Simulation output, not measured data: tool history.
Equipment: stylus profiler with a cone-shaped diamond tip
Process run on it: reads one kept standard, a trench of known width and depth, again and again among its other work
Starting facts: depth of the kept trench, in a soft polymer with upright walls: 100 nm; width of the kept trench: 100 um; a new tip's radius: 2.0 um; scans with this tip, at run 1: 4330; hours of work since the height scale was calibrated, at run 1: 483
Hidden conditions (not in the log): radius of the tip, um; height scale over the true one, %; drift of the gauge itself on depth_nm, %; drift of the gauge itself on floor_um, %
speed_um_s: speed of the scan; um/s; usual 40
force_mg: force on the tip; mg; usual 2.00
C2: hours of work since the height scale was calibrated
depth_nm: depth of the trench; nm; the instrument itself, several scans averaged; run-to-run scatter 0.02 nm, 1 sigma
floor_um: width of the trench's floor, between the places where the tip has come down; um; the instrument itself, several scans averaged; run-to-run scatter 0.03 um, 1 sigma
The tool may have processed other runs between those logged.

run 1 hour=0.0 | speed_um_s=40 force_mg=2.00 | scans_with_this_tip=4330 C2=483 | depth_nm=100.92 floor_um=98.23
run 2 hour=17.8 | speed_um_s=40 force_mg=2.00 | scans_with_this_tip=4415 C2=492 | depth_nm=100.90 floor_um=98.24
run 3 hour=31.9 | speed_um_s=14 force_mg=2.00 | scans_with_this_tip=4483 C2=500 | depth_nm=100.94 floor_um=98.38
run 4 hour=51.8 | speed_um_s=86 force_mg=2.00 | scans_with_this_tip=4579 C2=510 | depth_nm=100.92 floor_um=97.98
run 5 hour=82.5 | speed_um_s=86 force_mg=2.00 | scans_with_this_tip=4726 C2=527 | depth_nm=100.90 floor_um=97.96
run 6 hour=99.3 | speed_um_s=40 force_mg=2.00 | scans_with_this_tip=4806 C2=536 | depth_nm=100.92 floor_um=98.29
run 7 hour=126.8 | speed_um_s=40 force_mg=3.08 | scans_with_this_tip=4938 C2=550 | depth_nm=101.24 floor_um=98.23
run 8 hour=142.1 | speed_um_s=40 force_mg=2.00 | scans_with_this_tip=5012 C2=559 | depth_nm=100.91 floor_um=98.21
run 9 hour=161.9 | speed_um_s=40 force_mg=2.00 | scans_with_this_tip=5107 C2=569 | depth_nm=100.86 floor_um=98.19
run 10 hour=191.5 | speed_um_s=23 force_mg=2.00 | scans_with_this_tip=5249 C2=585 | depth_nm=100.90 floor_um=98.29
run 11 hour=208.3 | speed_um_s=40 force_mg=2.08 | scans_with_this_tip=5329 C2=594 | depth_nm=100.95 floor_um=98.18
run 12 hour=232.5 | speed_um_s=40 force_mg=1.86 | scans_with_this_tip=5445 C2=607 | depth_nm=100.80 floor_um=98.19
run 13 hour=250.2 | speed_um_s=15 force_mg=1.37 | scans_with_this_tip=5531 C2=616 | depth_nm=100.62 floor_um=98.36
run 14 hour=266.6 | speed_um_s=158 force_mg=0.96 | scans_with_this_tip=5609 C2=625 | depth_nm=100.41 floor_um=97.15
run 15 hour=284.2 | speed_um_s=99 force_mg=3.11 | scans_with_this_tip=5694 C2=635 | depth_nm=101.21 floor_um=97.94
run 16 hour=306.7 | speed_um_s=17 force_mg=0.67 | scans_with_this_tip=5802 C2=647 | depth_nm=100.26 floor_um=98.28

Here are 5 independent what-if runs from the current tool condition. What would each one return?
run A hour=325.8 | speed_um_s=49 force_mg=4.24 | scans_with_this_tip=5893 C2=657 | depth_nm=? floor_um=?
run B hour=325.8 | speed_um_s=61 force_mg=3.94 | scans_with_this_tip=5893 C2=657 | depth_nm=? floor_um=?
run C hour=325.8 | speed_um_s=54 force_mg=5.27 | scans_with_this_tip=5893 C2=657 | depth_nm=? floor_um=?
run D hour=325.8 | speed_um_s=100 force_mg=5.07 | scans_with_this_tip=5893 C2=657 | depth_nm=? floor_um=?
run E hour=325.8 | speed_um_s=40 force_mg=1.24 | scans_with_this_tip=5893 C2=657 | depth_nm=? floor_um=?

run=A depth_nm=101.57 floor_um=98.19
run=B depth_nm=101.50 floor_um=98.21
run=C depth_nm=101.87 floor_um=98.20
run=D depth_nm=101.80 floor_um=98.00
run=E depth_nm=100.52 floor_um=98.13
With the hidden condition removed and each run's random variation left untouched, the same runs would have given:
run=A depth_nm=101.86 floor_um=98.55
run=B depth_nm=101.79 floor_um=98.57
run=C depth_nm=102.17 floor_um=98.56
run=D depth_nm=102.10 floor_um=98.37
run=E depth_nm=100.81 floor_um=98.50
